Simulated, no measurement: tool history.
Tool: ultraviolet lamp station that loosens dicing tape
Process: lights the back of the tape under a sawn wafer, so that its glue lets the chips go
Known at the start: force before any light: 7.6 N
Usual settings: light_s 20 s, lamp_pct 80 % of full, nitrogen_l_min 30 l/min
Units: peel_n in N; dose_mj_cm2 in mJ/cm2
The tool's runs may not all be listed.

run	hour	light_s	lamp_pct	nitrogen_l_min	peel_n	dose_mj_cm2
1	0	20	80	30	0.425	579
2	13.7	20	80	30	0.444	570
3	31.6	20	88	30	0.384	636
4	46.1	20	77	30	0.46	551
5	64	20	80	30	0.452	576
6	77.3	20	91	30	0.357	656
7	96.8	20	60	30	0.774	432
8	109.2	20	60	30	0.775	435
9	122.3	20	60	30	0.764	431
10	131.5	20	60	30	0.774	427
11	152.4	20	60	30	0.774	436
12	168.6	20	60	30	0.757	429
13	187.5	20	80	30	0.429	574
14	206.1	20	80	30	0.447	581
15	217.3	20	80	30	0.439	575
16	230.8	20	80	30	0.456	578
17	249	20	84	30	0.406	607
18	265	20	80	30	0.443	569
19	280.1	20	80	30	0.446	577
20	294.7	20	80	30	0.453	581
21	304.6	20	99	30	0.301	715
22	319.4	38	66	17	0.3	898
23	334.6	13	92	30	0.788	431
24	347.6	13	92	30	0.766	433
25	367.8	10	91	25	1.408	330
# hour 372.1: window cleaned of glue's vapour
26	378.3	10	91	25	1.374	330
27	389.6	10	91	25	1.393	329
28	402.9	37	85	15	0.26	1133
29	416.3	37	78	23	0.229	1053
30	437.8	37	78	23	0.222	1032
31	446.9	15	80	30	0.775	431
32	466.2	15	84	16	1.047	461
33	482.6	20	80	36	0.419	578
34	493.7	20	80	36	0.406	578
35	511.9	22	77	43	0.331	611
36	526.1	28	95	14	0.311	947
37	542.9	15	70	10	1.818	381
38	559.1	15	70	10	1.825	378
39	572.1	15	70	10	1.798	379
40	592.1	19	77	10	1.094	527
41	603.5	16	61	11	1.854	349
42	616.6	16	61	11	1.922	346

5 ways to go on from here, each from the tool as it stands after run 42. What would each give?
A	632.1	38	80	30	?	?
B	632.1	19	80	20	?	?
C	632.1	25	61	11	?	?
D	632.1	20	89	12	?	?
E	632.1	12	83	13	?	?

run	peel_n	dose_mj_cm2
A	0.22	1091
B	0.619	549
C	0.947	548
D	0.678	645
E	1.729	358
Without the tool's hidden state the same runs would have given:
run	peel_n	dose_mj_cm2
A	0.22	1091
B	0.618	549
C	0.945	548
D	0.677	646
E	1.727	359
